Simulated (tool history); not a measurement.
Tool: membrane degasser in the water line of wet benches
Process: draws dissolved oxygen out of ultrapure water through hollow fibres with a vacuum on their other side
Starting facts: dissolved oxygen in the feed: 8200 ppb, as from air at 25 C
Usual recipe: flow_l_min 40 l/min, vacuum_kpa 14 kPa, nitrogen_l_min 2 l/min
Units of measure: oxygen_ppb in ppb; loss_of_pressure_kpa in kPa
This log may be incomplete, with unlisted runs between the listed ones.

run 1 hour=0 | flow_l_min=40 vacuum_kpa=14 nitrogen_l_min=2 | oxygen_ppb=472.1 loss_of_pressure_kpa=56.24
run 2 hour=177.7 | flow_l_min=40 vacuum_kpa=14 nitrogen_l_min=2 | oxygen_ppb=474.3 loss_of_pressure_kpa=55.87
run 3 hour=328.8 | flow_l_min=40 vacuum_kpa=14 nitrogen_l_min=2 | oxygen_ppb=474.4 loss_of_pressure_kpa=56.1
run 4 hour=453 | flow_l_min=40 vacuum_kpa=14 nitrogen_l_min=2 | oxygen_ppb=475.9 loss_of_pressure_kpa=56.05
run 5 hour=539.2 | flow_l_min=40 vacuum_kpa=14 nitrogen_l_min=2.94 | oxygen_ppb=342.9 loss_of_pressure_kpa=56.03
run 6 hour=699.7 | flow_l_min=40 vacuum_kpa=22.1 nitrogen_l_min=2 | oxygen_ppb=791.2 loss_of_pressure_kpa=55.8
run 7 hour=897.8 | flow_l_min=58 vacuum_kpa=22.1 nitrogen_l_min=2 | oxygen_ppb=1095.9 loss_of_pressure_kpa=81.6
run 8 hour=1022.8 | flow_l_min=40 vacuum_kpa=14 nitrogen_l_min=2 | oxygen_ppb=476.8 loss_of_pressure_kpa=56.22
-- hour=1033.2 vacuum gauge calibrated
run 9 hour=1161.6 | flow_l_min=40 vacuum_kpa=14 nitrogen_l_min=2 | oxygen_ppb=480.4 loss_of_pressure_kpa=56.43
-- hour=1366.6 vacuum gauge calibrated, once more
run 10 hour=1366.8 | flow_l_min=40 vacuum_kpa=14 nitrogen_l_min=2 | oxygen_ppb=469.6 loss_of_pressure_kpa=56.87
run 11 hour=1528.3 | flow_l_min=29 vacuum_kpa=23.4 nitrogen_l_min=2.25 | oxygen_ppb=572.4 loss_of_pressure_kpa=40.51
run 12 hour=1642 | flow_l_min=62 vacuum_kpa=21.6 nitrogen_l_min=2 | oxygen_ppb=1130.6 loss_of_pressure_kpa=87.2
run 13 hour=1815.4 | flow_l_min=62 vacuum_kpa=21.6 nitrogen_l_min=2 | oxygen_ppb=1135.8 loss_of_pressure_kpa=87.99
run 14 hour=2021.7 | flow_l_min=62 vacuum_kpa=21.6 nitrogen_l_min=2 | oxygen_ppb=1134.9 loss_of_pressure_kpa=87.66
run 15 hour=2220.9 | flow_l_min=62 vacuum_kpa=25.9 nitrogen_l_min=4.31 | oxygen_ppb=769.2 loss_of_pressure_kpa=88.18
run 16 hour=2416.1 | flow_l_min=59 vacuum_kpa=14 nitrogen_l_min=0.82 | oxygen_ppb=1256.4 loss_of_pressure_kpa=84.25
run 17 hour=2606.5 | flow_l_min=59 vacuum_kpa=14 nitrogen_l_min=0.82 | oxygen_ppb=1258.1 loss_of_pressure_kpa=83.95
run 18 hour=2755.4 | flow_l_min=40 vacuum_kpa=27.3 nitrogen_l_min=0.99 | oxygen_ppb=1638.2 loss_of_pressure_kpa=56.89
run 19 hour=2935.4 | flow_l_min=48 vacuum_kpa=27.5 nitrogen_l_min=4.8 | oxygen_ppb=571.6 loss_of_pressure_kpa=68.38

Branching from run 19: 4 alternative next runs. What would each branch give?
run A hour=3089.8 | flow_l_min=37 vacuum_kpa=27.5 nitrogen_l_min=4.91 | oxygen_ppb=? loss_of_pressure_kpa=?
run B hour=3089.8 | flow_l_min=25 vacuum_kpa=15.2 nitrogen_l_min=1 | oxygen_ppb=? loss_of_pressure_kpa=?
run C hour=3089.8 | flow_l_min=40 vacuum_kpa=17.8 nitrogen_l_min=2 | oxygen_ppb=? loss_of_pressure_kpa=?
run D hour=3089.8 | flow_l_min=48 vacuum_kpa=8.5 nitrogen_l_min=3.65 | oxygen_ppb=? loss_of_pressure_kpa=?

run=A oxygen_ppb=429.3 loss_of_pressure_kpa=53
run=B oxygen_ppb=616.2 loss_of_pressure_kpa=35.67
run=C oxygen_ppb=625.2 loss_of_pressure_kpa=56.79
run=D oxygen_ppb=190 loss_of_pressure_kpa=68.96
Take away the tool's hidden state, keep each run's random variation, and the runs would have read:
run=A oxygen_ppb=423 loss_of_pressure_kpa=51.93
run=B oxygen_ppb=609.4 loss_of_pressure_kpa=34.95
run=C oxygen_ppb=618.5 loss_of_pressure_kpa=55.64
run=D oxygen_ppb=184.7 loss_of_pressure_kpa=67.57
